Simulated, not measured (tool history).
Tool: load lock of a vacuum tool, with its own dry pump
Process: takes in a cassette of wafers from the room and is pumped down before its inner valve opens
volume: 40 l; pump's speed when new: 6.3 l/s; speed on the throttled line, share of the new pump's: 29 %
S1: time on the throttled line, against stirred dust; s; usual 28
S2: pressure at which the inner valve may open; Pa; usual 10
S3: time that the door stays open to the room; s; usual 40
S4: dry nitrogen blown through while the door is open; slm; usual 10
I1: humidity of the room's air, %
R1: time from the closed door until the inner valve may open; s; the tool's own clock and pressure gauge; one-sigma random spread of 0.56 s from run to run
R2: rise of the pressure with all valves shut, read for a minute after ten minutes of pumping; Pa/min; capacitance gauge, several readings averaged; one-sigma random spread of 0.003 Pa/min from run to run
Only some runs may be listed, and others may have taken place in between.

Run 1, hour 0.0: usual settings; I1 44.1. Result: R1 78.2 s, R2 0.332 Pa/min.
Run 2, hour 40.9: usual settings but S1 20 s; I1 43.4. Result: R1 72.4 s, R2 0.350 Pa/min.
Run 3, hour 124.3: usual settings but S1 20 s, S3 48 s; I1 48.2. Result: R1 73.1 s, R2 0.345 Pa/min.
Run 4, hour 201.7: usual settings but S1 20 s, S2 18 Pa, S3 48 s; I1 44.9. Result: R1 68.5 s, R2 0.352 Pa/min.
At hour 214.5: door's seal changed, seat wiped.
Run 5, hour 289.4: usual settings; I1 44.3. Result: R1 79.4 s, R2 0.039 Pa/min.
Run 6, hour 336.2: usual settings but S4 41 slm; I1 44.0. Result: R1 79.9 s, R2 0.020 Pa/min.
Run 7, hour 382.9: usual settings but S4 41 slm; I1 44.3. Result: R1 78.7 s, R2 0.019 Pa/min.
Run 8, hour 444.7: usual settings but S4 41 slm; I1 38.8. Result: R1 78.6 s, R2 0.008 Pa/min.
Run 9, hour 506.1: usual settings but S4 9 slm; I1 44.1. Result: R1 79.8 s, R2 0.040 Pa/min.
Run 10, hour 578.4: usual settings but S2 19 Pa; I1 44.0. Result: R1 75.3 s, R2 0.037 Pa/min.
Run 11, hour 638.9: usual settings but S3 196 s; I1 43.4. Result: R1 78.8 s, R2 0.058 Pa/min.
Run 12, hour 687.0: usual settings but S3 196 s; I1 46.6. Result: R1 78.8 s, R2 0.075 Pa/min.
Run 13, hour 761.4: usual settings but S3 196 s, S4 4 slm; I1 45.1. Result: R1 79.1 s, R2 0.100 Pa/min.
Run 14, hour 843.6: usual settings but S1 54 s, S3 196 s, S4 4 slm; I1 45.4. Result: R1 96.6 s, R2 0.095 Pa/min.
Run 15, hour 917.9: usual settings but S1 54 s, S3 196 s, S4 4 slm; I1 47.7. Result: R1 97.2 s, R2 0.104 Pa/min.
Run 16, hour 961.5: usual settings but S2 9 Pa; I1 44.2. Result: R1 80.2 s, R2 0.052 Pa/min.
Run 17, hour 1015.8: usual settings but S2 18 Pa; I1 47.1. Result: R1 74.8 s, R2 0.055 Pa/min.
Run 18, hour 1091.2: usual settings but S2 18 Pa; I1 47.6. Result: R1 75.9 s, R2 0.053 Pa/min.
Run 19, hour 1183.5: usual settings but S2 18 Pa; I1 46.0. Result: R1 76.1 s, R2 0.053 Pa/min.
Run 20, hour 1275.7: usual settings but S1 41 s, S3 65 s; I1 45.6. Result: R1 89.5 s, R2 0.065 Pa/min.
Run 21, hour 1355.8: usual settings but S1 41 s, S3 181 s; I1 44.2. Result: R1 88.2 s, R2 0.072 Pa/min.
Run 22, hour 1396.5: usual settings but S1 19 s, S3 27 s, S4 6 slm; I1 46.8. Result: R1 73.0 s, R2 0.060 Pa/min.
Run 23, hour 1437.8: usual settings but S1 27 s, S2 12 Pa, S3 27 s, S4 39 slm; I1 45.3. Result: R1 77.9 s, R2 0.031 Pa/min.
Run 24, hour 1496.7: usual settings but S1 27 s, S2 12 Pa, S3 27 s, S4 39 slm; I1 46.4. Result: R1 77.4 s, R2 0.036 Pa/min.
Run 25, hour 1579.8: usual settings but S1 27 s, S2 18 Pa, S3 99 s, S4 39 slm; I1 46.4. Result: R1 75.5 s, R2 0.043 Pa/min.
Run 26, hour 1673.2: usual settings but S1 27 s, S2 18 Pa, S3 99 s, S4 39 slm; I1 43.8. Result: R1 74.9 s, R2 0.039 Pa/min.
Run 27, hour 1752.7: usual settings but S1 52 s, S2 12 Pa, S3 144 s, S4 8 slm; I1 47.0. Result: R1 96.4 s, R2 0.098 Pa/min.
Run 28, hour 1800.2: usual settings but S1 22 s, S2 18 Pa, S3 101 s; I1 47.0. Result: R1 71.8 s, R2 0.076 Pa/min.
Run 29, hour 1889.7: usual settings but S1 22 s, S2 18 Pa, S3 101 s; I1 50.1. Result: R1 71.6 s, R2 0.084 Pa/min.
Run 30, hour 1960.3: usual settings but S1 24 s, S2 7 Pa, S3 150 s; I1 43.8. Result: R1 79.9 s, R2 0.083 Pa/min.
Run 31, hour 2003.2: usual settings but S1 24 s, S2 7 Pa, S3 150 s; I1 43.2. Result: R1 79.0 s, R2 0.080 Pa/min.
Run 32, hour 2088.5: usual settings but S1 41 s, S2 7 Pa, S3 150 s; I1 41.7. Result: R1 91.6 s, R2 0.087 Pa/min.
Run 33, hour 2134.6: usual settings but S1 48 s, S3 56 s; I1 46.2. Result: R1 93.6 s, R2 0.073 Pa/min.

Measured minus without-hidden-state, run by run (identical run-to-run variation in each term; gauge scatter may differ):
Hidden conditions of the tool in this case: pump's speed, % of a new pump's; leak at the door's seal, Pa l/s; drift of the gauge itself on ready_s, %; drift of the gauge itself on rise_pa_min, %.
run    R1      R2
  1  +0.1  +0.300
  2  +0.2  +0.308
  3  +0.2  +0.307
  4  +0.3  +0.313
  5  +0.4  +0.001
  6  +0.4  +0.002
  7  +0.4  +0.002
  8  +0.4  +0.003
  9  +0.4  +0.004
 10  +0.4  +0.005
 11  +0.5  +0.006
 12  +0.5  +0.007
 13  +0.6  +0.008
 14  +0.5  +0.009
 15  +0.6  +0.010
 16  +0.7  +0.010
 17  +0.7  +0.012
 18  +0.7  +0.013
 19  +0.7  +0.014
 20  +0.8  +0.016
 21  +1.0  +0.017
 22  +1.0  +0.018
 23  +0.9  +0.019
 24  +1.0  +0.020
 25  +1.0  +0.021
 26  +1.0  +0.023
 27  +1.0  +0.025
 28  +1.1  +0.026
 29  +1.2  +0.028
 30  +1.3  +0.030
 31  +1.4  +0.030
 32  +1.2  +0.032
 33  +1.2  +0.033

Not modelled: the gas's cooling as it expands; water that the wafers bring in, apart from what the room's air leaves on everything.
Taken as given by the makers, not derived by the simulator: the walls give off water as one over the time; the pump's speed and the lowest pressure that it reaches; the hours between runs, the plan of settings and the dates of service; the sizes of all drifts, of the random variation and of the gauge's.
